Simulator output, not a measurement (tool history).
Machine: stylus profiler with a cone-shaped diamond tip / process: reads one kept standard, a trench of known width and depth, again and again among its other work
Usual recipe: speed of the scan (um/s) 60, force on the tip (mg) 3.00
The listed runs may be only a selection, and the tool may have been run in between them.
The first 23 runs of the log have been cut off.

| run | day | speed of the scan (um/s) | force on the tip (mg) | scans with this tip | hours of work since the height scale was calibrated | depth of the trench (Å) | width of the trench's floor (um) |
|---|---|---|---|---|---|---|---|
| 24 | 15.779 | 60 | 3.00 | 6175 | 491 | 10188.9 | 93.14 |
| 25 | 16.638 | 50 | 2.02 | 6345 | 505 | 10145.3 | 93.08 |
| 26 | 17.317 | 49 | 2.02 | 6479 | 515 | 10149.3 | 93.10 |
| 27 | 18.062 | 23 | 2.66 | 6626 | 527 | 10174.8 | 93.15 |
| 28 | 18.692 | 23 | 2.66 | 6751 | 537 | 10176.5 | 93.15 |
| 29 | 19.571 | 33 | 3.70 | 6924 | 551 | 10220.2 | 93.15 |
| 30 | 20.100 | 19 | 4.39 | 7029 | 559 | 10243.7 | 93.16 |
| 31 | 20.825 | 24 | 3.09 | 7171 | 570 | 10193.3 | 93.05 |
| 32 | 21.717 | 54 | 3.09 | 7348 | 584 | 10195.5 | 93.02 |
| 33 | 22.479 | 60 | 3.20 | 7498 | 596 | 10200.3 | 93.02 |
| 34 | 22.996 | 52 | 2.22 | 7600 | 604 | 10155.8 | 92.94 |
| 35 | 23.892 | 112 | 2.31 | 7777 | 618 | 10162.6 | 92.77 |
| 36 | 24.854 | 39 | 1.09 | 7966 | 634 | 10099.6 | 92.89 |
| 37 | 25.450 | 60 | 3.20 | 8084 | 643 | 10198.9 | 92.94 |
| 38 | 26.108 | 60 | 3.20 | 8215 | 653 | 10198.7 | 92.99 |
| 39 | 26.525 | 60 | 3.20 | 8297 | 660 | 10202.6 | 92.89 |
| 40 | 26.954 | 47 | 1.83 | 8381 | 667 | 10139.2 | 92.92 |
| 41 | 27.538 | 51 | 2.39 | 8497 | 676 | 10168.7 | 92.91 |
| 42 | 28.346 | 94 | 1.50 | 8656 | 688 | 10122.4 | 92.67 |
| 43 | 28.846 | 94 | 1.50 | 8755 | 696 | 10126.3 | 92.72 |
| 44 | 29.283 | 56 | 1.44 | 8841 | 703 | 10121.0 | 92.74 |
| 45 | 29.933 | 21 | 1.27 | 8969 | 713 | 10112.7 | 92.90 |
| 46 | 30.917 | 60 | 2.27 | 9163 | 729 | 10158.9 | 92.83 |
| 47 | 31.738 | 48 | 2.69 | 9326 | 742 | 10180.1 | 92.84 |

Branching from run 47: 3 alternative next runs. What would each branch give?
| A | 32.529 | 16 | 1.09 | 9481 | 754 | ? | ? |
| B | 32.529 | 24 | 2.52 | 9481 | 754 | ? | ? |
| C | 32.529 | 58 | 2.81 | 9481 | 754 | ? | ? |

| run | depth of the trench (Å) | width of the trench's floor (um) |
|---|---|---|
| A | 10101.0 | 92.91 |
| B | 10176.3 | 92.87 |
| C | 10185.6 | 92.76 |
Take away the tool's hidden state, keep each run's random variation, and the runs would have read:
| run | depth of the trench (Å) | width of the trench's floor (um) |
|---|---|---|
| A | 10093.5 | 93.97 |
| B | 10168.7 | 93.94 |
| C | 10178.0 | 93.82 |
